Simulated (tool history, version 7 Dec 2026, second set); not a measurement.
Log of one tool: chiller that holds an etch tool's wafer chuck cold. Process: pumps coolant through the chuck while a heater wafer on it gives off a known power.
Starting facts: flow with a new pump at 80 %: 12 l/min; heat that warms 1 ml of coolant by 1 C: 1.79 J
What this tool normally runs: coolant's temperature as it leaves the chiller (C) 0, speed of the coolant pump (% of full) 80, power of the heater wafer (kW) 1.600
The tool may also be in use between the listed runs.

run,day,coolant's temperature as it leaves the chiller (C),speed of the coolant pump (% of full),power of the heater wafer (kW),chuck's temperature once it has settled (C),how much warmer the coolant comes back (C)
1,0.000,0,80,1.600,11.4,4.65
2,2.154,0,80,1.600,11.2,4.60
3,3.983,0,80,1.600,11.2,4.66
4,6.633,0,80,1.600,11.2,4.65
5,7.983,0,80,1.403,9.8,4.03
6,9.462,-8,80,1.600,3.1,4.70
7,10.662,-8,80,1.600,3.3,4.70
8,13.338,-8,80,1.600,3.3,4.64
9,16.058,-8,80,2.054,6.5,5.96
10,17.583,-8,65,2.054,8.6,7.28
11,20.217,-8,65,2.054,8.6,7.43
12,21.950,0,80,1.600,11.3,4.67
13,23.971,0,96,1.600,10.0,3.92
14,25.138,0,80,1.085,7.6,3.14
15,27.329,0,80,1.085,7.6,3.16
16,28.696,-2,80,1.600,9.3,4.68
17,30.933,9,76,1.139,17.1,3.52
18,33.608,-2,76,1.094,5.9,3.38
19,36.133,0,67,1.476,11.7,5.15
20,37.708,-8,80,1.989,6.1,5.86
21,39.333,-3,63,1.230,7.2,4.64
# day 41.033: chiller's thermometer calibrated
22,41.421,1,84,1.564,12.1,4.42
# day 41.962: coolant changed, channels flushed
23,44.338,-1,82,2.361,14.8,6.80
24,46.558,-4,92,1.184,3.4,3.01
25,47.988,1,84,1.600,11.5,4.47

Estimate the outcome of run 26 from the log above:
26,49.162,1,73,1.128,?,?

{"run 26": {"chuck's temperature once it has settled (C)": 9.2, "how much warmer the coolant comes back (C)": 3.68}}
Had the tool carried no hidden state, the very same run would have given chuck's temperature once it has settled (C) 8.8, how much warmer the coolant comes back (C) 3.47.

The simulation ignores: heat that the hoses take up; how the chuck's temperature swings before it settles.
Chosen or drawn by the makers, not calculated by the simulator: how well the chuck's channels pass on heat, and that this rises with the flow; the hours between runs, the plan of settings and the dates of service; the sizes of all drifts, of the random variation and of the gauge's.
